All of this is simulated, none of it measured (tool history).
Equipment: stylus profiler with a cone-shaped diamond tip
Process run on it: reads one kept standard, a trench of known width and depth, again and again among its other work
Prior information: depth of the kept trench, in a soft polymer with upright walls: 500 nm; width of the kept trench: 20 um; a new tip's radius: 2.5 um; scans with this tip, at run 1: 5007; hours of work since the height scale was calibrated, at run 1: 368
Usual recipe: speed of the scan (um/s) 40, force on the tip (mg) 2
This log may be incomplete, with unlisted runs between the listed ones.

| run | hour | speed of the scan (um/s) | force on the tip (mg) | scans with this tip | hours of work since the height scale was calibrated | depth of the trench (Å) | width of the trench's floor (nm) |
|---|---|---|---|---|---|---|---|
| 1 | 0 | 40 | 2 | 5007 | 368 | 5049 | 16520 |
| 2 | 95.4 | 40 | 2 | 5795 | 426 | 5051.7 | 16500 |
| 3 | 153.9 | 40 | 2.45 | 6278 | 461 | 5060.7 | 16470 |
| 4 | 255.5 | 40 | 2.45 | 7116 | 523 | 5060.4 | 16350 |
| 5 | 319.8 | 40 | 1.08 | 7646 | 562 | 5041 | 16220 |
| 6 | 402.8 | 40 | 2 | 8331 | 612 | 5055.7 | 16230 |
| 7 | 496.8 | 85 | 1.21 | 9107 | 669 | 5044.9 | 15950 |
| 8 | 581.5 | 16 | 0.81 | 9805 | 720 | 5039.5 | 16160 |
| 9 | 639.2 | 16 | 0.81 | 10282 | 755 | 5040.7 | 16080 |
| 10 | 724 | 73 | 2.38 | 10981 | 807 | 5064.4 | 15940 |
| 11 | 820.2 | 35 | 1.48 | 11775 | 865 | 5053.5 | 16000 |
| 12 | 932.3 | 35 | 1.48 | 12700 | 933 | 5057.8 | 15900 |

Selected run-to-run steps in depth of the trench (Å), each split into two signed amounts: the part the tool would show with no hidden state at all (from settings, incoming material and random variation), and the remainder, which goes to the hidden state together with any gauge scatter not common to the measured and the hidden-state-free results:
Hidden state at play: radius of the tip, um; height scale over the true one, %; drift of the gauge itself on depth_nm, %; drift of the gauge itself on floor_um, %.
Run 3 -> 4: settings left as they were, no log entry in between. depth of the trench (Å) -0.3: hidden state +1.5, all else -1.8.
Run 9 -> 10: speed of the scan (um/s) 16 -> 73, force on the tip (mg) 0.81 -> 2.38. depth of the trench (Å) +23.7: hidden state +1.1, all else +22.6.

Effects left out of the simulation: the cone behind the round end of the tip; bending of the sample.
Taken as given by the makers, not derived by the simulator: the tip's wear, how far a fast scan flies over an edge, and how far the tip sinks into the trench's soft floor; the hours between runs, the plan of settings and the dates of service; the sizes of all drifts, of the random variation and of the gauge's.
